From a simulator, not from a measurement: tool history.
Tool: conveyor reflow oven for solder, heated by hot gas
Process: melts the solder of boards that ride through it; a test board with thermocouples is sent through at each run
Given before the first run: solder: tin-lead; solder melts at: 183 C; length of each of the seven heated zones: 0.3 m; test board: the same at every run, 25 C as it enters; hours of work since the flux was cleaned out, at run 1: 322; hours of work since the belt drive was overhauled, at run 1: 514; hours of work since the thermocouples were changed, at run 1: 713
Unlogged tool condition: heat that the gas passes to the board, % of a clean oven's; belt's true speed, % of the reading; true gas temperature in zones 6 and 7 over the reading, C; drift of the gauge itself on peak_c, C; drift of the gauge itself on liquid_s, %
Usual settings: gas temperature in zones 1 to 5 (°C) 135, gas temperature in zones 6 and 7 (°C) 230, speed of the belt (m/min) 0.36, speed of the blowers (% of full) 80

run	hour	gas temperature in zones 1 to 5 (°C)	gas temperature in zones 6 and 7 (°C)	speed of the belt (m/min)	speed of the blowers (% of full)	hours of work since the flux was cleaned out	hours of work since the belt drive was overhauled	hours of work since the thermocouples were changed	highest temperature of the board (°C)	time above the solder's melting point (s)
1	0	135	230	0.36	80	322	514	713	213.9	72
# hour 20.6: flux residue cleaned out of gas plates and filters
2	22.7	135	239	0.36	80	2	527	727	223.1	80.5
3	41.6	135	230	0.36	80	16	542	741	215	73.3
4	64.7	135	230	0.36	80	34	560	759	214.9	73.4
5	82.9	135	230	0.36	80	49	575	774	214.9	73.2
6	102.8	135	230	0.36	80	64	590	789	214.6	73.1
7	121.9	135	230	0.36	80	79	605	804	214.4	73
8	146	135	226	0.36	80	98	624	823	211.1	69.7
9	160.5	135	226	0.36	80	109	635	834	211.1	69.3
# hour 165.7: belt drive overhauled, speed set with a stopwatch
10	174.5	135	226	0.36	69	117	7	842	208.7	65.8
11	195.9	135	226	0.36	69	134	24	859	208.5	65.7
12	207.4	138	230	0.36	80	143	33	868	214.8	75.3
13	219.1	138	244	0.36	80	152	42	877	227.3	85.8
14	242.7	138	244	0.36	80	171	60	896	226.9	85.8
15	261.1	138	244	0.36	80	185	75	910	227.1	85.7
16	273.6	135	230	0.312	66	195	84	920	214.9	85.5
17	294.7	135	230	0.312	66	211	101	936	214.7	85.6
# hour 313.7: belt drive overhauled, speed set with a stopwatch, once more
18	317.2	135	230	0.312	66	226	3	951	214.2	82.1
# hour 334.6: thermocouples of zones 6 and 7 changed
19	341.5	135	230	0.309	59	243	20	5	215.2	83.9
20	364.6	135	233	0.36	80	261	38	23	218.6	75.5
21	384.9	135	233	0.36	80	277	54	39	218.5	75.6
22	405.8	135	233	0.36	80	294	71	56	218.5	75.3
23	418.4	139	230	0.317	86	303	80	66	220.4	91.3

Here are 3 independent what-if runs from the current tool condition. What would each one return?
A	433.2	135	222	0.41	80	315	92	77	?	?
B	433.2	139	239	0.358	50	315	92	77	?	?
C	433.2	145	230	0.317	86	315	92	77	?	?

run	highest temperature of the board (°C)	time above the solder's melting point (s)
A	204.9	51.2
B	214.8	71.6
C	221.1	94.8
Had the tool no hidden state, the same runs would have come out as:
run	highest temperature of the board (°C)	time above the solder's melting point (s)
A	206.3	53.3
B	215.9	73
C	222.2	95.8

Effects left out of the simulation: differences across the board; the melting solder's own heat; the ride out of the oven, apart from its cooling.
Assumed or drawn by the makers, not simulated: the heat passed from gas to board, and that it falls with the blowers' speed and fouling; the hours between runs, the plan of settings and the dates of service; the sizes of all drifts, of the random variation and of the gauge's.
